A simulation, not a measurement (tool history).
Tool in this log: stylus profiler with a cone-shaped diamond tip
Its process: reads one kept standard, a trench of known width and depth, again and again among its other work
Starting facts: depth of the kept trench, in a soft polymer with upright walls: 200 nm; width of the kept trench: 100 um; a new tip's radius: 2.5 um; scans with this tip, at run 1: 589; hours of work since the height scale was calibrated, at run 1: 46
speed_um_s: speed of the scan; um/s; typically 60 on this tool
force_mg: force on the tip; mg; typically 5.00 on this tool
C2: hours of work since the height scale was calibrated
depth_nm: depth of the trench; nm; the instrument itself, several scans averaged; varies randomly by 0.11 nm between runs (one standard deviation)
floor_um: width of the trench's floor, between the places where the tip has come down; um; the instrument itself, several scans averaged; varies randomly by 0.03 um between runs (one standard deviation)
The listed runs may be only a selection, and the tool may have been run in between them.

{"run": 1, "hour": 0.0, "speed_um_s": 60, "force_mg": 5.0, "scans with this tip": 589, "C2": 46, "depth_nm": 205.54, "floor_um": 97.77}
{"run": 2, "hour": 14.4, "speed_um_s": 60, "force_mg": 5.0, "scans with this tip": 721, "C2": 56, "depth_nm": 205.54, "floor_um": 97.78}
{"run": 3, "hour": 24.9, "speed_um_s": 60, "force_mg": 5.0, "scans with this tip": 816, "C2": 63, "depth_nm": 205.55, "floor_um": 97.8}
{"run": 4, "hour": 35.3, "speed_um_s": 60, "force_mg": 5.0, "scans with this tip": 910, "C2": 71, "depth_nm": 205.35, "floor_um": 97.79}
{"run": 5, "hour": 49.0, "speed_um_s": 60, "force_mg": 5.9, "scans with this tip": 1035, "C2": 80, "depth_nm": 206.06, "floor_um": 97.8}
{"run": 6, "hour": 58.1, "speed_um_s": 60, "force_mg": 2.99, "scans with this tip": 1117, "C2": 87, "depth_nm": 203.92, "floor_um": 97.67}
{"run": 7, "hour": 71.7, "speed_um_s": 224, "force_mg": 2.99, "scans with this tip": 1241, "C2": 96, "depth_nm": 203.88, "floor_um": 96.81}
{"run": 8, "hour": 85.7, "speed_um_s": 224, "force_mg": 2.99, "scans with this tip": 1368, "C2": 106, "depth_nm": 203.89, "floor_um": 96.76}
{"run": 9, "hour": 94.3, "speed_um_s": 224, "force_mg": 2.99, "scans with this tip": 1446, "C2": 112, "depth_nm": 203.92, "floor_um": 96.73}
{"run": 10, "hour": 110.2, "speed_um_s": 224, "force_mg": 2.99, "scans with this tip": 1591, "C2": 124, "depth_nm": 203.87, "floor_um": 96.77}
{"run": 11, "hour": 127.7, "speed_um_s": 60, "force_mg": 5.0, "scans with this tip": 1751, "C2": 136, "depth_nm": 205.54, "floor_um": 97.7}
{"run": 12, "hour": 143.0, "speed_um_s": 60, "force_mg": 5.0, "scans with this tip": 1889, "C2": 147, "depth_nm": 205.47, "floor_um": 97.78}
{"run": 13, "hour": 161.5, "speed_um_s": 60, "force_mg": 5.0, "scans with this tip": 2057, "C2": 160, "depth_nm": 205.45, "floor_um": 97.78}
{"run": 14, "hour": 177.0, "speed_um_s": 60, "force_mg": 12.57, "scans with this tip": 2198, "C2": 171, "depth_nm": 210.09, "floor_um": 97.91}
{"run": 15, "hour": 185.1, "speed_um_s": 60, "force_mg": 12.57, "scans with this tip": 2272, "C2": 176, "depth_nm": 210.25, "floor_um": 97.86}
{"run": 16, "hour": 202.0, "speed_um_s": 60, "force_mg": 3.47, "scans with this tip": 2426, "C2": 188, "depth_nm": 204.25, "floor_um": 97.68}
{"run": 17, "hour": 211.5, "speed_um_s": 60, "force_mg": 4.5, "scans with this tip": 2512, "C2": 195, "depth_nm": 205.09, "floor_um": 97.76}
{"run": 18, "hour": 225.9, "speed_um_s": 60, "force_mg": 4.5, "scans with this tip": 2643, "C2": 205, "depth_nm": 205.07, "floor_um": 97.74}
{"run": 19, "hour": 235.0, "speed_um_s": 60, "force_mg": 5.0, "scans with this tip": 2726, "C2": 212, "depth_nm": 205.4, "floor_um": 97.75}
{"run": 20, "hour": 250.3, "speed_um_s": 60, "force_mg": 2.37, "scans with this tip": 2865, "C2": 223, "depth_nm": 203.16, "floor_um": 97.65}
{"run": 21, "hour": 265.6, "speed_um_s": 60, "force_mg": 4.49, "scans with this tip": 3004, "C2": 233, "depth_nm": 204.97, "floor_um": 97.72}
{"run": 22, "hour": 275.9, "speed_um_s": 60, "force_mg": 10.69, "scans with this tip": 3097, "C2": 241, "depth_nm": 209.24, "floor_um": 97.84}
{"run": 23, "hour": 293.9, "speed_um_s": 60, "force_mg": 10.69, "scans with this tip": 3262, "C2": 253, "depth_nm": 209.08, "floor_um": 97.89}
{"run": 24, "hour": 308.4, "speed_um_s": 85, "force_mg": 5.0, "scans with this tip": 3393, "C2": 264, "depth_nm": 205.35, "floor_um": 97.68}
{"run": 25, "hour": 316.4, "speed_um_s": 21, "force_mg": 5.0, "scans with this tip": 3466, "C2": 269, "depth_nm": 205.42, "floor_um": 97.95}
{"run": 26, "hour": 324.6, "speed_um_s": 32, "force_mg": 6.86, "scans with this tip": 3541, "C2": 275, "depth_nm": 206.94, "floor_um": 97.96}
{"run": 27, "hour": 334.5, "speed_um_s": 17, "force_mg": 8.65, "scans with this tip": 3630, "C2": 282, "depth_nm": 208.01, "floor_um": 97.98}
{"run": 28, "hour": 351.3, "speed_um_s": 17, "force_mg": 8.65, "scans with this tip": 3784, "C2": 294, "depth_nm": 207.93, "floor_um": 98.03}
{"run": 29, "hour": 368.9, "speed_um_s": 17, "force_mg": 2.63, "scans with this tip": 3943, "C2": 306, "depth_nm": 203.84, "floor_um": 97.96}
{"run": 30, "hour": 385.5, "speed_um_s": 17, "force_mg": 2.63, "scans with this tip": 4094, "C2": 318, "depth_nm": 203.72, "floor_um": 97.94}
{"run": 31, "hour": 397.6, "speed_um_s": 196, "force_mg": 11.75, "scans with this tip": 4204, "C2": 327, "depth_nm": 209.66, "floor_um": 97.46}
{"run": 32, "hour": 407.0, "speed_um_s": 26, "force_mg": 9.44, "scans with this tip": 4289, "C2": 333, "depth_nm": 208.41, "floor_um": 98.01}
{"run": 33, "hour": 424.9, "speed_um_s": 33, "force_mg": 2.71, "scans with this tip": 4452, "C2": 346, "depth_nm": 203.57, "floor_um": 97.84}
{"run": 34, "hour": 437.8, "speed_um_s": 21, "force_mg": 7.24, "scans with this tip": 4570, "C2": 355, "depth_nm": 206.95, "floor_um": 97.96}
{"run": 35, "hour": 451.3, "speed_um_s": 67, "force_mg": 6.11, "scans with this tip": 4693, "C2": 365, "depth_nm": 206.28, "floor_um": 97.77}
{"run": 36, "hour": 463.4, "speed_um_s": 106, "force_mg": 11.01, "scans with this tip": 4803, "C2": 373, "depth_nm": 209.25, "floor_um": 97.71}
{"run": 37, "hour": 477.6, "speed_um_s": 126, "force_mg": 6.57, "scans with this tip": 4931, "C2": 383, "depth_nm": 206.67, "floor_um": 97.56}
{"run": 38, "hour": 490.7, "speed_um_s": 126, "force_mg": 6.57, "scans with this tip": 5050, "C2": 392, "depth_nm": 206.71, "floor_um": 97.52}
{"run": 39, "hour": 505.4, "speed_um_s": 92, "force_mg": 5.0, "scans with this tip": 5184, "C2": 403, "depth_nm": 205.62, "floor_um": 97.6}
{"run": 40, "hour": 515.1, "speed_um_s": 92, "force_mg": 5.0, "scans with this tip": 5273, "C2": 410, "depth_nm": 205.62, "floor_um": 97.64}
{"run": 41, "hour": 523.4, "speed_um_s": 92, "force_mg": 5.0, "scans with this tip": 5348, "C2": 415, "depth_nm": 205.63, "floor_um": 97.58}
{"run": 42, "hour": 531.3, "speed_um_s": 240, "force_mg": 5.0, "scans with this tip": 5420, "C2": 421, "depth_nm": 205.49, "floor_um": 96.95}
{"run": 43, "hour": 546.1, "speed_um_s": 240, "force_mg": 5.0, "scans with this tip": 5555, "C2": 431, "depth_nm": 205.61, "floor_um": 96.99}
{"run": 44, "hour": 561.0, "speed_um_s": 240, "force_mg": 5.0, "scans with this tip": 5690, "C2": 442, "depth_nm": 205.38, "floor_um": 97.02}
{"run": 45, "hour": 578.5, "speed_um_s": 240, "force_mg": 5.0, "scans with this tip": 5849, "C2": 454, "depth_nm": 205.61, "floor_um": 96.97}
{"run": 46, "hour": 588.6, "speed_um_s": 29, "force_mg": 10.15, "scans with this tip": 5941, "C2": 461, "depth_nm": 208.73, "floor_um": 97.97}

Below are 3 alternative next runs, each starting from the tool's condition after run 46. Predict each:
{"run": "A", "hour": 596.9, "speed_um_s": 60, "force_mg": 14.51, "scans with this tip": 6016, "C2": 467, "depth_nm": "?", "floor_um": "?"}
{"run": "B", "hour": 596.9, "speed_um_s": 39, "force_mg": 11.98, "scans with this tip": 6016, "C2": 467, "depth_nm": "?", "floor_um": "?"}
{"run": "C", "hour": 596.9, "speed_um_s": 178, "force_mg": 10.15, "scans with this tip": 6016, "C2": 467, "depth_nm": "?", "floor_um": "?"}

run=A depth_nm=211.20 floor_um=97.84
run=B depth_nm=209.79 floor_um=97.88
run=C depth_nm=208.97 floor_um=97.48
The same runs, with their run-to-run variation unchanged, on a tool lacking any hidden condition would have given:
run=A depth_nm=211.21 floor_um=97.84
run=B depth_nm=209.79 floor_um=97.88
run=C depth_nm=208.97 floor_um=97.49

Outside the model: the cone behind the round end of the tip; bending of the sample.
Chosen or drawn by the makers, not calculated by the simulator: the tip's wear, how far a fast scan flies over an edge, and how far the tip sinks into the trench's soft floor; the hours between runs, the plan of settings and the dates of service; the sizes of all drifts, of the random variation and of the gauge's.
